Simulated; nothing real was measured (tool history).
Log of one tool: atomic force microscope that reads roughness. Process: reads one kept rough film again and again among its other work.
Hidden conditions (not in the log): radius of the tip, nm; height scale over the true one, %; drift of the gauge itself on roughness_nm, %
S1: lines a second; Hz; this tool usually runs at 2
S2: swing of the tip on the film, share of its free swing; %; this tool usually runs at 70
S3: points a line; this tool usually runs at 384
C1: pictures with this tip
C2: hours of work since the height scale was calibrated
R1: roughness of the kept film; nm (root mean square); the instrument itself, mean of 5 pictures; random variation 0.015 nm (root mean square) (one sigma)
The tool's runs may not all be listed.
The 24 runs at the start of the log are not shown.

run,hour,S1,S2,S3,C1,C2,R1
25,224.6,2.9,89,263,21,18,2.769
26,232.1,2.27,89,273,29,21,2.942
# hour 238.3: height scale calibrated on a step standard, once more
27,238.6,2.27,89,273,35,0,2.913
28,250.2,1.25,86,273,48,5,3.309
29,260.5,1.25,86,273,59,10,3.27
30,267.3,1.25,86,273,67,13,3.246
# hour 275.3: new tip fitted
31,277.5,1.39,86,764,3,18,3.385
32,285.5,1.39,86,764,11,21,3.372
33,294,1.39,86,764,21,25,3.347
34,306.6,2,64,658,35,31,3.588
35,312.2,2,70,519,41,33,3.487
36,321.9,0.97,74,954,52,38,3.591
37,330,3.19,85,954,61,42,2.773
# hour 343.1: new tip fitted
38,343.1,2.55,77,468,0,47,3.317
39,353.5,2.55,61,468,11,52,3.667
40,365.6,2.55,61,468,25,58,3.579
41,378,1.95,69,397,38,63,3.505
42,390.3,1.95,69,529,52,69,3.467
43,398,1.95,69,529,60,72,3.469
44,404,1.43,73,384,67,75,3.462

Alternative continuations, all from the tool just after run 44; predict every row:
A,409.6,2,70,373,73,78,?
B,409.6,2.13,87,567,73,78,?
C,409.6,1.66,85,384,73,78,?
D,409.6,2,70,343,73,78,?
E,409.6,2.28,63,634,73,78,?

run,R1
A,3.373
B,2.956
C,3.139
D,3.366
E,3.47
The same runs, with their run-to-run variation unchanged, on a tool lacking any hidden condition would have given:
run,R1
A,3.586
B,3.143
C,3.337
D,3.578
E,3.689
